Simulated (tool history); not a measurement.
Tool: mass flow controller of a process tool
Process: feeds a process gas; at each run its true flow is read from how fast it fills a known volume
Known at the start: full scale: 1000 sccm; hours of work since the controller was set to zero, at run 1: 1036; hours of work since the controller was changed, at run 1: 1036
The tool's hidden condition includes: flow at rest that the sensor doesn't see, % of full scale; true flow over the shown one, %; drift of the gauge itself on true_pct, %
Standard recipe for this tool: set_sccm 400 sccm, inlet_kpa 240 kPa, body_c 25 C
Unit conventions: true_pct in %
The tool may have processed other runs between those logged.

run,day,set_sccm,inlet_kpa,body_c,hours of work since the controller was set to zero,hours of work since the controller was changed,true_pct
1,0,400,240,25,1036,1036,98.94
2,3.829,400,240,25,1077,1077,98.99
3,7.117,400,240,25,1112,1112,99.07
4,11.254,400,240,25,1156,1156,99.05
5,16.25,400,240,25,1209,1209,99.1
6,20.467,400,240,25,1254,1254,99.03
7,24.629,441,240,25,1298,1298,99.17
8,28.533,400,240,29,1340,1340,99.22
9,34.288,400,240,31,1401,1401,99.23
10,37.129,400,240,28,1431,1431,99.26
11,42.708,400,240,28,1490,1490,99.17
12,47.654,400,240,28,1543,1543,99.2
13,50.162,400,240,25,1569,1569,99
14,53.7,531,240,25,1607,1607,99.23
15,58.338,400,240,25,1656,1656,99.19
16,63.138,400,240,25,1707,1707,99.18
17,65.846,176,240,25,1736,1736,99.32
18,70.579,176,240,25,1786,1786,99.39
19,76.062,400,240,25,1845,1845,99.15
20,80.946,400,189,25,1897,1897,99.36
21,85.125,400,240,33,1941,1941,99.34
22,89.933,400,240,33,1992,1992,99.41
23,92.825,400,224,20,2023,2023,99.12
24,95.992,400,224,20,2056,2056,98.95
25,100.646,400,192,37,2106,2106,99.77

Run 26 has not been measured yet. What should we expect?
26,105.308,400,180,27,2155,2155,?

Run 26 produced true_pct 99.55 %.
Minus the tool's unlogged condition, the same run would have read true_pct 99.3 %.

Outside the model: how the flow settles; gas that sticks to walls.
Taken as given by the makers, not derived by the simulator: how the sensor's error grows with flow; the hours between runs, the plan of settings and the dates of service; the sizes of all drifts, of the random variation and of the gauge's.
